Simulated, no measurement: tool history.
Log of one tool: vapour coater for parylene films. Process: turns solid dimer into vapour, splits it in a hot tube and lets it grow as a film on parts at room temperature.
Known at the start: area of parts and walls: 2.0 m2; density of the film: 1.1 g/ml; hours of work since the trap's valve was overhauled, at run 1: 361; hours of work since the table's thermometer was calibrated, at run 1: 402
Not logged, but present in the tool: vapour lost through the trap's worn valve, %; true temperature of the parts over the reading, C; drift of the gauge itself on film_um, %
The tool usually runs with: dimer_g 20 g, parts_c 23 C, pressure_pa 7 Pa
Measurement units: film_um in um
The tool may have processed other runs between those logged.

run   hour  dimer_g  parts_c  pressure_pa  hours of work since the trap's valve was overhauled  hours of work since the table's thermometer was calibrated  film_um
  1      0       20       23            7                                                  361                                                         402     5.23
  2    7.1       20       23            7                                                  367                                                         407      5.2
  3   16.9       20       23            7                                                  374                                                         415     5.23
  4   33.8       20       23            7                                                  386                                                         427     5.18
  5   45.4       20       23            7                                                  395                                                         436      5.2
  6   55.5       20       23         6.62                                                  402                                                         443      5.2
  7   70.8       20       23            7                                                  414                                                         454      5.2
  8     79       20       27            7                                                  420                                                         460     4.72
  9   96.3       20       27            7                                                  432                                                         473     4.69
 10  112.3       20       27            7                                                  444                                                         485      4.7
 11  121.6       20       23            7                                                  451                                                         492     5.13
 12  135.5       20       20            7                                                  461                                                         502     5.42
 13  143.1       20       20            7                                                  467                                                         508     5.48
 14  150.5       20       23            7                                                  472                                                         513     5.08
 15  162.7       20       35            7                                                  481                                                         522     4.09
 16  171.4       20       35            7                                                  488                                                         528     3.99
 17  179.7       20       35            7                                                  494                                                         535     4.06
 18  191.4        8       35            7                                                  503                                                         543     1.63
 19  206.6       20       23            7                                                  514                                                         554     5.14
 20  223.5       20       23            7                                                  526                                                         567     5.15
 21  232.6       10       23            7                                                  533                                                         574     2.57
 22  244.7       10       23            7                                                  542                                                         582     2.51
 23  257.7       10       23            7                                                  551                                                         592     2.51
 24  271.7       10       17         2.82                                                  562                                                         602     3.34
 25  278.9       11       16         7.29                                                  567                                                         608     3.16
 26  291.8       11       16         7.29                                                  577                                                         617     3.18
 27  300.6       11       16         7.29                                                  583                                                         624     3.17
 28  315.3        9       23         4.26                                                  594                                                         634     2.47
 29  323.8        9       23         4.26                                                  600                                                         641     2.47
 30  332.1       25       25        11.72                                                  606                                                         647     5.54
 31  345.9        8       26         8.82                                                  616                                                         657     1.81
 32  354.1        8       26         8.82                                                  622                                                         663     1.83
 33  369.8        8       26         8.82                                                  634                                                         675     1.84
 34  385.2        8       26         8.82                                                  645                                                         686     1.84
 35  397.4        9       26          3.4                                                  654                                                         695     2.42
 36  406.8        9       28         2.33                                                  661                                                         702     2.49
 37  420.9       12       23          6.4                                                  672                                                         712     3.06
 38  431.7       25       30         4.49                                                  680                                                         720     5.89
 39  444.6       25       30         4.49                                                  689                                                         730     5.87
 40  456.7       13       29         2.55                                                  698                                                         739     3.45
     461.9  -- trap's valve overhauled
 41    473       20       23         6.02                                                    8                                                         748     5.53
 42  480.2       20       23         6.02                                                   13                                                         753     5.53
 43  491.8       20       27         9.28                                                   22                                                         762     4.71
 44  505.5       20       27          7.2                                                   32                                                         772     4.75
 45  512.6        8       34        11.31                                                   37                                                         777     1.57
 46  522.8       35       33         6.98                                                   45                                                         784     7.72

Consider 4 possible next runs. They are alternatives, not a sequence: every one starts from the tool as it was left by run 46. What does each give?
  A  531.3       20       23         3.13                                                   51                                                         791        ?
  B  531.3       35       24         6.98                                                   51                                                         791        ?
  C  531.3        9       23         3.45                                                   51                                                         791        ?
  D  531.3       20       28         5.87                                                   51                                                         791        ?

run  film_um
  A     6.19
  B     8.93
  C     2.67
  D     4.97
With no hidden state in the tool, these same runs would have given:
run  film_um
  A     6.22
  B     8.98
  C     2.68
  D        5
